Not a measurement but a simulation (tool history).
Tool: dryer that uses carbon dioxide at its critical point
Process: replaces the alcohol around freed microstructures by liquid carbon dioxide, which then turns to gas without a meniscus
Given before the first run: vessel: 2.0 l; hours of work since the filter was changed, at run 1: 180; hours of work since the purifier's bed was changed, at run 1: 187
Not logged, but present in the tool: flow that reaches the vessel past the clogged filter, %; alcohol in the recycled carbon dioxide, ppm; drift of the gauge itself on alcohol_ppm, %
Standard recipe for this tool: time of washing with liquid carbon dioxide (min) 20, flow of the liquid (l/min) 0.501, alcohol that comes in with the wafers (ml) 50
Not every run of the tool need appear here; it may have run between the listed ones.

run,hour,time of washing with liquid carbon dioxide (min),flow of the liquid (l/min),alcohol that comes in with the wafers (ml),hours of work since the filter was changed,hours of work since the purifier's bed was changed,alcohol left in the vessel before it's heated (ppm by volume)
1,0,20,0.501,50,180,187,772
2,10.4,15,0.501,50,185,191,1823
3,16.1,15,0.501,50,187,194,1822
4,26.6,15,0.501,50,192,199,1809
5,34.6,15,0.501,50,196,202,1834
# hour 43.3: inlet filter changed
6,49.6,19,0.501,50,3,208,652
7,60.3,19,0.501,50,8,213,665
8,70.9,19,0.39,50,12,218,1508
9,78.9,23,0.39,50,16,221,834
10,87.5,13,0.39,50,20,225,3556
11,99,14,0.39,50,25,230,3174
12,112.2,20,0.501,50,31,236,568
13,119.9,20,0.501,50,34,240,581
14,130.4,20,0.501,50,39,244,594
15,140.4,20,0.501,50,43,249,595
16,153.8,20,0.501,50,49,255,614
17,161.6,20,0.501,50,53,258,618
18,175.1,20,0.501,50,59,264,618
19,182.9,20,0.784,50,62,268,100
20,195.1,20,0.784,50,67,273,106
21,205.6,20,0.784,25,72,278,76
22,219.1,20,0.784,25,78,284,76
23,231,20,0.784,25,83,289,71
24,240.5,23,0.784,33,88,293,67
25,250.4,15,0.511,77,92,298,2356
26,260.8,20,0.364,50,97,302,1758
27,270.5,22,0.426,34,101,307,586
28,279.8,15,0.522,34,105,311,981
29,285.5,14,0.497,50,108,313,2032
30,292.4,20,0.501,55,111,316,753
31,301.9,12,0.422,88,115,320,7117
32,307.6,20,0.501,31,117,323,444
33,319.3,25,0.752,57,123,328,66
34,328.8,25,0.752,57,127,332,65
35,341.4,20,0.501,88,132,338,1200
36,354.4,20,0.501,25,138,344,375
37,367,25,0.531,38,144,349,202
38,376.6,18,0.34,50,148,354,2937
39,390.4,14,0.492,90,154,360,3961

What if the next run were any one of these 4? Each begins from the tool's condition after run 39:
A,398.5,20,0.501,50,158,363,?
B,398.5,29,0.363,33,158,363,?
C,398.5,25,0.384,29,158,363,?
D,398.5,31,0.301,71,158,363,?

run,alcohol left in the vessel before it's heated (ppm by volume)
A,737
B,458
C,540
D,1421
Without the tool's unlogged condition, the same runs would have read:
run,alcohol left in the vessel before it's heated (ppm by volume)
A,508
B,302
C,371
D,1034

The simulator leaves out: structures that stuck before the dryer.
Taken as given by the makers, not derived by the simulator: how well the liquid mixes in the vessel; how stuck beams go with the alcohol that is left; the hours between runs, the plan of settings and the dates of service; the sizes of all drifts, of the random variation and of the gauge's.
